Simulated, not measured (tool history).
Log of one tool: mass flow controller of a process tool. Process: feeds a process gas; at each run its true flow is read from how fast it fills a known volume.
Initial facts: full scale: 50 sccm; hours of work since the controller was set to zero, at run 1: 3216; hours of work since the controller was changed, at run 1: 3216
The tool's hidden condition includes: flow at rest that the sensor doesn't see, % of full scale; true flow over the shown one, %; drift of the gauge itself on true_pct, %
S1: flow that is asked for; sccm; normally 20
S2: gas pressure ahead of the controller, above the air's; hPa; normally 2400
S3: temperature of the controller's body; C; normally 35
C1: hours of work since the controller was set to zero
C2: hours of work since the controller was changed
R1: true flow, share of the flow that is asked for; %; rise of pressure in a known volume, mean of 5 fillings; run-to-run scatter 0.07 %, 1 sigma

{"run": 1, "hour": 0.0, "S1": 20, "S2": 2400, "S3": 35, "C1": 3216, "C2": 3216, "R1": 97.72}
{"run": 2, "hour": 495.5, "S1": 20, "S2": 1770, "S3": 35, "C1": 3403, "C2": 3403, "R1": 98.01}
{"run": 3, "hour": 849.2, "S1": 43, "S2": 1770, "S3": 35, "C1": 3536, "C2": 3536, "R1": 100.02}
{"run": 4, "hour": 1264.1, "S1": 43, "S2": 1770, "S3": 35, "C1": 3693, "C2": 3693, "R1": 99.98}
{"run": 5, "hour": 1713.6, "S1": 43, "S2": 1770, "S3": 35, "C1": 3862, "C2": 3862, "R1": 99.84}
{"run": 6, "hour": 2201.3, "S1": 43, "S2": 1770, "S3": 35, "C1": 4046, "C2": 4046, "R1": 99.97}
{"run": 7, "hour": 2520.5, "S1": 43, "S2": 1770, "S3": 35, "C1": 4167, "C2": 4167, "R1": 99.8}
{"run": 8, "hour": 3110.3, "S1": 20, "S2": 2400, "S3": 35, "C1": 4389, "C2": 4389, "R1": 97.47}
{"run": 9, "hour": 3461.4, "S1": 20, "S2": 2400, "S3": 35, "C1": 4521, "C2": 4521, "R1": 97.54}
{"run": 10, "hour": 3825.9, "S1": 6, "S2": 2400, "S3": 35, "C1": 4659, "C2": 4659, "R1": 89.65}
{"run": 11, "hour": 4307.0, "S1": 9, "S2": 1410, "S3": 36, "C1": 4840, "C2": 4840, "R1": 93.47}
{"run": 12, "hour": 4687.1, "S1": 45, "S2": 1410, "S3": 31, "C1": 4983, "C2": 4983, "R1": 100.63}
{"run": 13, "hour": 5095.9, "S1": 8, "S2": 1670, "S3": 20, "C1": 5138, "C2": 5138, "R1": 92.87}
{"run": 14, "hour": 5403.7, "S1": 21, "S2": 1880, "S3": 22, "C1": 5254, "C2": 5254, "R1": 98.23}
{"hour": 5755.0, "done": "controller's zero set anew"}
{"run": 15, "hour": 5891.7, "S1": 15, "S2": 2400, "S3": 35, "C1": 52, "C2": 5437, "R1": 100.59}
{"run": 16, "hour": 6177.3, "S1": 15, "S2": 2480, "S3": 31, "C1": 159, "C2": 5545, "R1": 100.49}
{"run": 17, "hour": 6491.7, "S1": 20, "S2": 1850, "S3": 35, "C1": 278, "C2": 5664, "R1": 100.78}
{"run": 18, "hour": 6762.9, "S1": 39, "S2": 2400, "S3": 26, "C1": 380, "C2": 5766, "R1": 101.71}

Run 19 has not been measured yet. What should we expect?
{"run": 19, "hour": 7195.5, "S1": 39, "S2": 2400, "S3": 26, "C1": 543, "C2": 5929, "R1": "?"}

For run 19 the tool returned R1 101.97 %.
Had the tool carried no hidden state, the very same run would have given R1 99.57 %.

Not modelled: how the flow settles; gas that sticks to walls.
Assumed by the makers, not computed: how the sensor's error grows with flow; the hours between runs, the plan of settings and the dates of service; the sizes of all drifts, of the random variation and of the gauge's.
